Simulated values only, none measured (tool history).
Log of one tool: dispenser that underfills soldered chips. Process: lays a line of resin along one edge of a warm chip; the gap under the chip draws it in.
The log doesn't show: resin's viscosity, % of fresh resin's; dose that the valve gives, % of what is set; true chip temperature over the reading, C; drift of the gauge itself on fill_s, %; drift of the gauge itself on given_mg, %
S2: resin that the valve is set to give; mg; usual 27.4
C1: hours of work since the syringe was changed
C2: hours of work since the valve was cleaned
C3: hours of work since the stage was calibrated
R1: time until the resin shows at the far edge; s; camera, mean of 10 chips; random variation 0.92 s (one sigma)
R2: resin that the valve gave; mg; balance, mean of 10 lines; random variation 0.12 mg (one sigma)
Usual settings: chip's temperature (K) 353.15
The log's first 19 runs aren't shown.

{"run": 20, "hour": 100.9, "chip's temperature (K)": 364.15, "S2": 26.2, "C1": 7, "C2": 36, "C3": 264, "R1": 87.7, "R2": 25.46}
{"run": 21, "hour": 105.7, "chip's temperature (K)": 356.15, "S2": 34.3, "C1": 11, "C2": 40, "C3": 267, "R1": 163.1, "R2": 33.56}
{"hour": 107.6, "done": "new syringe of resin"}
{"run": 22, "hour": 109.1, "chip's temperature (K)": 346.15, "S2": 28.6, "C1": 1, "C2": 42, "C3": 270, "R1": 131.4, "R2": 27.79}
{"run": 23, "hour": 113.2, "chip's temperature (K)": 346.15, "S2": 28.2, "C1": 4, "C2": 45, "C3": 273, "R1": 165.5, "R2": 27.35}
{"run": 24, "hour": 117.8, "chip's temperature (K)": 364.15, "S2": 25.1, "C1": 8, "C2": 49, "C3": 276, "R1": 90.7, "R2": 24.21}
{"run": 25, "hour": 123.3, "chip's temperature (K)": 359.15, "S2": 29.6, "C1": 12, "C2": 53, "C3": 280, "R1": 154.5, "R2": 28.61}
{"hour": 124.1, "done": "new syringe of resin"}
{"run": 26, "hour": 129.0, "chip's temperature (K)": 344.15, "S2": 27.4, "C1": 4, "C2": 57, "C3": 284, "R1": 174.4, "R2": 26.26}
{"run": 27, "hour": 132.1, "chip's temperature (K)": 342.15, "S2": 27.8, "C1": 6, "C2": 59, "C3": 287, "R1": 232.6, "R2": 26.65}
{"run": 28, "hour": 135.8, "chip's temperature (K)": 361.15, "S2": 29.6, "C1": 9, "C2": 62, "C3": 289, "R1": 114.8, "R2": 28.23}
{"hour": 140.6, "done": "new syringe of resin"}
{"run": 29, "hour": 141.9, "chip's temperature (K)": 353.15, "S2": 27.7, "C1": 1, "C2": 66, "C3": 294, "R1": 86.9, "R2": 26.29}
{"run": 30, "hour": 145.3, "chip's temperature (K)": 342.15, "S2": 33.3, "C1": 3, "C2": 69, "C3": 296, "R1": 183.7, "R2": 31.54}
{"run": 31, "hour": 151.0, "chip's temperature (K)": 342.15, "S2": 24.9, "C1": 8, "C2": 73, "C3": 300, "R1": 269.0, "R2": 23.68}
{"run": 32, "hour": 155.2, "chip's temperature (K)": 342.15, "S2": 24.9, "C1": 11, "C2": 76, "C3": 304, "R1": 337.8, "R2": 23.47}
{"hour": 157.0, "done": "new syringe of resin"}
{"run": 33, "hour": 161.6, "chip's temperature (K)": 344.15, "S2": 25.1, "C1": 3, "C2": 81, "C3": 308, "R1": 172.9, "R2": 23.64}
{"run": 34, "hour": 166.6, "chip's temperature (K)": 344.15, "S2": 25.1, "C1": 7, "C2": 84, "C3": 312, "R1": 227.0, "R2": 23.6}
{"run": 35, "hour": 170.7, "chip's temperature (K)": 367.15, "S2": 27.4, "C1": 10, "C2": 87, "C3": 315, "R1": 95.8, "R2": 25.74}

3 ways to go on from here, each from the tool as it stands after run 35. What would each give?
{"hour": 173.5, "done": "new syringe of resin"}
{"run": "A", "hour": 176.7, "chip's temperature (K)": 356.15, "S2": 30.9, "C1": 2, "C2": 92, "C3": 319, "R1": "?", "R2": "?"}
{"hour": 173.5, "done": "new syringe of resin"}
{"run": "B", "hour": 176.7, "chip's temperature (K)": 359.15, "S2": 27.4, "C1": 2, "C2": 92, "C3": 319, "R1": "?", "R2": "?"}
{"hour": 173.5, "done": "new syringe of resin"}
{"run": "C", "hour": 176.7, "chip's temperature (K)": 360.15, "S2": 32.1, "C1": 2, "C2": 92, "C3": 319, "R1": "?", "R2": "?"}

run=A R1=84.5 R2=28.87
run=B R1=74.3 R2=25.43
run=C R1=68.8 R2=30.06
Without the tool's hidden state the same runs would have given:
run=A R1=75.0 R2=30.87
run=B R1=65.6 R2=27.19
run=C R1=61.0 R2=32.14

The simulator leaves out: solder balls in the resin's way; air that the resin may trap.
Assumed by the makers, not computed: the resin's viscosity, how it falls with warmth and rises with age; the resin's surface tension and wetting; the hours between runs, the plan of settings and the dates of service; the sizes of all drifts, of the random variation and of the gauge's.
